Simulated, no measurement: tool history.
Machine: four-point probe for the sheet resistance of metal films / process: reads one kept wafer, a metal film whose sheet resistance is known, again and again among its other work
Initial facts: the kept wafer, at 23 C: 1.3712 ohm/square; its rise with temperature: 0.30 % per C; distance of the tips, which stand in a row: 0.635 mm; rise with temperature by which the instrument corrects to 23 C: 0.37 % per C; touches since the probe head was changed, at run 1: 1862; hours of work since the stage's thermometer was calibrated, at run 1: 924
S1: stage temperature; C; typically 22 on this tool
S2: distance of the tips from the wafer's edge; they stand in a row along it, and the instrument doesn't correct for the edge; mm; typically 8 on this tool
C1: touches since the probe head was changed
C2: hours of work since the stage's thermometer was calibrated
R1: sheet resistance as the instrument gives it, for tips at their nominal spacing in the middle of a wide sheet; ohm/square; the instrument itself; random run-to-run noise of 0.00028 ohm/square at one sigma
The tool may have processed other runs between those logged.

| run | hour | S1 | S2 | C1 | C2 | R1 |
|---|---|---|---|---|---|---|
| 1 | 0 | 22 | 8 | 1862 | 924 | 1.379143 |
| 2 | 12 | 22 | 8 | 2376 | 933 | 1.379292 |
| 3 | 21.3 | 19 | 8 | 2780 | 940 | 1.381561 |
| 4 | 31.6 | 19 | 8 | 3223 | 947 | 1.381914 |
| 5 | 39.4 | 19 | 8 | 3556 | 952 | 1.381666 |
| 6 | 53.1 | 22 | 56 | 4146 | 962 | 1.374118 |
|  | 54.7 | stage's thermometer calibrated |
| 7 | 62.3 | 23 | 31 | 4524 | 5 | 1.373925 |
| 8 | 72.8 | 22 | 10 | 4975 | 13 | 1.37774 |
| 9 | 81.5 | 22 | 10 | 5349 | 19 | 1.377514 |
| 10 | 94.3 | 22 | 62 | 5901 | 28 | 1.374751 |
| 11 | 104.1 | 22 | 62 | 6322 | 35 | 1.374756 |
| 12 | 119.8 | 21 | 41 | 6999 | 46 | 1.375369 |

Pick out some run-to-run changes in R1. Of each, how much would a tool without hidden state show as well, from the settings, what came in and chance, and how much is left for the hidden state and any gauge scatter not in both results compared?
The hidden state here: inner tips' distance over the nominal, %; tips' flats over new ones', %; wafer's true temperature over the reading, C; drift of the gauge itself on sheet_ohm, %.
Run 5 -> 6: S1 19 -> 22, S2 8 -> 56. R1 -0.007548 ohm/square: hidden state -0.000057, all else -0.007491.
Run 6 -> 7: S1 22 -> 23, S2 56 -> 31, stage's thermometer calibrated. R1 -0.000193 ohm/square: hidden state +0.000606, all else -0.000799.
